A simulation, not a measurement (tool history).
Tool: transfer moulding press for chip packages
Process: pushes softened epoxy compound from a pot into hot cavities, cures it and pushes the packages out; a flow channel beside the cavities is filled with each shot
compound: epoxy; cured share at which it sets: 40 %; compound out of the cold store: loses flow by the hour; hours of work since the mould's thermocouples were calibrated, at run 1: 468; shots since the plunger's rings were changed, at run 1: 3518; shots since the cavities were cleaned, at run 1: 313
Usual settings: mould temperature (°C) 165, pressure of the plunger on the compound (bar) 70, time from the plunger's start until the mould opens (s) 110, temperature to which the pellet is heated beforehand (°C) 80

run,hour,mould temperature (°C),pressure of the plunger on the compound (bar),time from the plunger's start until the mould opens (s),temperature to which the pellet is heated beforehand (°C),hours of work since the mould's thermocouples were calibrated,shots since the plunger's rings were changed,shots since the cavities were cleaned,incoming compound's hours out of the cold store,length that the compound runs in the flow channel (mm),greatest force on the pins that push the packages out (N)
1,0,165,70,110,80,468,3518,313,37.9,582,226
2,28.5,165,70,110,80,489,3850,645,28.6,578,261
# hour 33.4: cavities cleaned with cleaning compound and waxed
3,47,165,70,110,80,501,4050,159,30.2,576,202
# hour 74.5: mould's thermocouples calibrated
4,85.7,165,68.7,110,80,8,4478,587,12.2,598,264
# hour 95.3: cavities cleaned with cleaning compound and waxed
5,104.7,165,70,110,80,21,4682,109,15.4,606,206
6,142.3,165,70,110,80,49,5121,548,12.7,603,263
# hour 155: cavities cleaned with cleaning compound and waxed
7,163,165,70,110,80,63,5345,93,14,599,195
8,191.7,166,70,110,80,84,5680,428,47.5,539,234
# hour 214.8: cavities cleaned with cleaning compound and waxed
9,219.2,166,70,100,80,104,5984,52,18.3,577,195
10,235.8,165,70,110,77,116,6177,245,32.6,555,221
11,263.2,165,70,110,77,136,6498,566,39.4,553,254
# hour 275: cavities cleaned with cleaning compound and waxed
12,285.3,168,70,110,80,151,6739,121,13.1,580,187
# hour 290.1: plunger's sealing rings changed
13,310.7,165,70,136,80,168,240,388,33.1,596,224
# hour 338.9: cavities cleaned with cleaning compound and waxed
14,349,165,70,136,80,195,669,117,23.4,619,191
15,372.9,159,83.4,149,77,213,949,397,37.9,668,239
16,392.2,165,70,96,80,227,1174,622,40.3,599,276
# hour 398.7: cavities cleaned with cleaning compound and waxed
17,424.7,165,70.7,140,84,250,1536,304,24.3,607,194
# hour 458.6: cavities cleaned with cleaning compound and waxed
18,458.6,165,70.7,140,84,274,1915,1,17.4,620,157
19,496.2,165,70.7,140,84,302,2353,439,44.5,581,225
# hour 517.9: cavities cleaned with cleaning compound and waxed
20,527,158,70,110,70,323,2695,106,14.7,637,302
21,555.5,158,76.7,110,86,344,3028,439,19.1,651,347
# hour 579.8: cavities cleaned with cleaning compound and waxed
22,596.2,165,70,119,80,373,3486,191,22.2,593,195
23,632.8,161,70,137,76,400,3913,618,9.1,631,249
# hour 639.7: cavities cleaned with cleaning compound and waxed
24,660.3,168,54,110,74,420,4217,241,8.7,527,211
25,686.8,166,70,110,80,439,4527,551,25.7,574,249
# hour 700.2: cavities cleaned with cleaning compound and waxed
26,711.6,166,70,110,80,456,4798,133,41.4,559,192
27,733.4,166,66.5,130,80,472,5053,388,17.5,559,225

4 ways to go on from here, each from the tool as it stands after run 27. What would each give?
# hour 760.4: cavities cleaned with cleaning compound and waxed
A,760.8,166,66.5,99,80,492,5355,5,38.4,?,?
# hour 760.4: cavities cleaned with cleaning compound and waxed
B,760.8,159,82.8,124,80,492,5355,5,41.1,?,?
# hour 760.4: cavities cleaned with cleaning compound and waxed
C,760.8,166,60.8,94,90,492,5355,5,10.2,?,?
# hour 760.4: cavities cleaned with cleaning compound and waxed
D,760.8,165,70,98,80,492,5355,5,42.4,?,?

run,length that the compound runs in the flow channel (mm),greatest force on the pins that push the packages out (N)
A,542,189
B,616,194
C,550,192
D,564,186
Without the tool's hidden state the same runs would have given:
run,length that the compound runs in the flow channel (mm),greatest force on the pins that push the packages out (N)
A,583,190
B,664,198
C,592,195
D,608,189
